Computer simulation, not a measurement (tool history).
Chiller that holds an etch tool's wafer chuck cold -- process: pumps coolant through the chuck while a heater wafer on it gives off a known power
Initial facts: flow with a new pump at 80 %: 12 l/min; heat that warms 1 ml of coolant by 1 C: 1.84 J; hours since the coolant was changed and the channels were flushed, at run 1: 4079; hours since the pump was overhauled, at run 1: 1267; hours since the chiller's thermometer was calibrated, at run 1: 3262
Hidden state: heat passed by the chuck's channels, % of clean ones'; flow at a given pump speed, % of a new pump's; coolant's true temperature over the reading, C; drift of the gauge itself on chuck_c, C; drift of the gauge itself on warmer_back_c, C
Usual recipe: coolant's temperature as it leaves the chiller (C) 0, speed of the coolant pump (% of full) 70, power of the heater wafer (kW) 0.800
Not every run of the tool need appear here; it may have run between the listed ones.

| run | hour | coolant's temperature as it leaves the chiller (C) | speed of the coolant pump (% of full) | power of the heater wafer (kW) | hours since the coolant was changed and the channels were flushed | hours since the pump was overhauled | hours since the chiller's thermometer was calibrated | chuck's temperature once it has settled (C) | how much warmer the coolant comes back (C) |
|---|---|---|---|---|---|---|---|---|---|
| 1 | 0.0 | 0 | 70 | 0.800 | 4079 | 1267 | 3262 | 7.8 | 2.53 |
|  | 28.5 | coolant changed, channels flushed |
| 2 | 45.2 | 0 | 70 | 1.020 | 17 | 1306 | 3301 | 10.1 | 3.21 |
| 3 | 109.0 | 0 | 70 | 1.020 | 81 | 1370 | 3365 | 10.1 | 3.23 |
| 4 | 200.2 | 0 | 70 | 0.522 | 172 | 1461 | 3456 | 5.4 | 1.68 |
| 5 | 238.5 | 0 | 70 | 0.522 | 210 | 1500 | 3494 | 5.1 | 1.64 |
| 6 | 319.0 | 0 | 70 | 0.522 | 291 | 1580 | 3575 | 5.0 | 1.63 |
| 7 | 378.2 | 0 | 70 | 0.522 | 350 | 1639 | 3634 | 5.1 | 1.69 |
| 8 | 417.4 | 0 | 70 | 0.497 | 389 | 1679 | 3673 | 4.6 | 1.53 |
| 9 | 472.7 | 0 | 85 | 0.497 | 444 | 1734 | 3728 | 4.3 | 1.26 |
| 10 | 536.1 | 0 | 70 | 0.800 | 508 | 1797 | 3792 | 7.9 | 2.53 |
| 11 | 621.3 | 0 | 70 | 0.733 | 593 | 1882 | 3877 | 7.2 | 2.32 |
| 12 | 707.1 | 0 | 70 | 0.798 | 679 | 1968 | 3963 | 7.8 | 2.53 |
| 13 | 750.3 | 0 | 70 | 0.798 | 722 | 2012 | 4006 | 7.9 | 2.53 |
| 14 | 788.3 | 0 | 70 | 0.800 | 760 | 2050 | 4044 | 7.9 | 2.54 |
| 15 | 839.7 | 0 | 91 | 0.800 | 811 | 2101 | 4095 | 6.4 | 1.85 |
| 16 | 909.6 | 6 | 91 | 0.876 | 881 | 2171 | 4165 | 13.4 | 2.10 |
| 17 | 955.5 | 6 | 91 | 0.876 | 927 | 2217 | 4211 | 13.3 | 2.09 |
| 18 | 1047.1 | 6 | 91 | 0.876 | 1019 | 2308 | 4303 | 13.3 | 2.09 |
| 19 | 1101.3 | 2 | 70 | 0.800 | 1073 | 2363 | 4357 | 9.8 | 2.47 |
| 20 | 1191.3 | -3 | 85 | 0.625 | 1163 | 2453 | 4447 | 2.4 | 1.58 |
| 21 | 1280.1 | -3 | 85 | 0.625 | 1252 | 2541 | 4536 | 2.4 | 1.62 |
| 22 | 1321.9 | -3 | 85 | 0.625 | 1293 | 2583 | 4578 | 2.3 | 1.54 |
| 23 | 1396.6 | -3 | 85 | 0.625 | 1368 | 2658 | 4652 | 2.5 | 1.58 |
| 24 | 1444.6 | -2 | 74 | 0.800 | 1416 | 2706 | 4700 | 5.5 | 2.39 |
| 25 | 1505.1 | 9 | 86 | 0.502 | 1477 | 2766 | 4761 | 13.2 | 1.28 |
| 26 | 1545.5 | 8 | 76 | 0.413 | 1517 | 2807 | 4801 | 11.8 | 1.25 |
| 27 | 1597.9 | 5 | 76 | 0.413 | 1569 | 2859 | 4854 | 8.9 | 1.13 |
| 28 | 1674.7 | -2 | 100 | 0.974 | 1646 | 2936 | 4930 | 5.5 | 2.06 |
|  | 1712.1 | chiller's thermometer calibrated |
| 29 | 1765.8 | -8 | 65 | 0.800 | 1736 | 3026 | 54 | 0.3 | 2.72 |

Consider 5 possible next runs. They are alternatives, not a sequence: every one starts from the tool as it was left by run 29. What does each give?
| A | 1806.2 | 2 | 91 | 0.634 | 1777 | 3066 | 94 | ? | ? |
| B | 1806.2 | -9 | 65 | 0.800 | 1777 | 3066 | 94 | ? | ? |
| C | 1806.2 | -4 | 72 | 0.800 | 1777 | 3066 | 94 | ? | ? |
| D | 1806.2 | -1 | 62 | 0.539 | 1777 | 3066 | 94 | ? | ? |
| E | 1806.2 | -4 | 65 | 0.800 | 1777 | 3066 | 94 | ? | ? |

| run | chuck's temperature once it has settled (C) | how much warmer the coolant comes back (C) |
|---|---|---|
| A | 7.5 | 1.51 |
| B | -0.8 | 2.74 |
| C | 3.9 | 2.45 |
| D | 4.6 | 1.90 |
| E | 4.5 | 2.69 |
What these runs would have given with no unlogged condition in the tool:
| run | chuck's temperature once it has settled (C) | how much warmer the coolant comes back (C) |
|---|---|---|
| A | 7.4 | 1.51 |
| B | -0.8 | 2.73 |
| C | 3.9 | 2.44 |
| D | 4.5 | 1.90 |
| E | 4.5 | 2.68 |
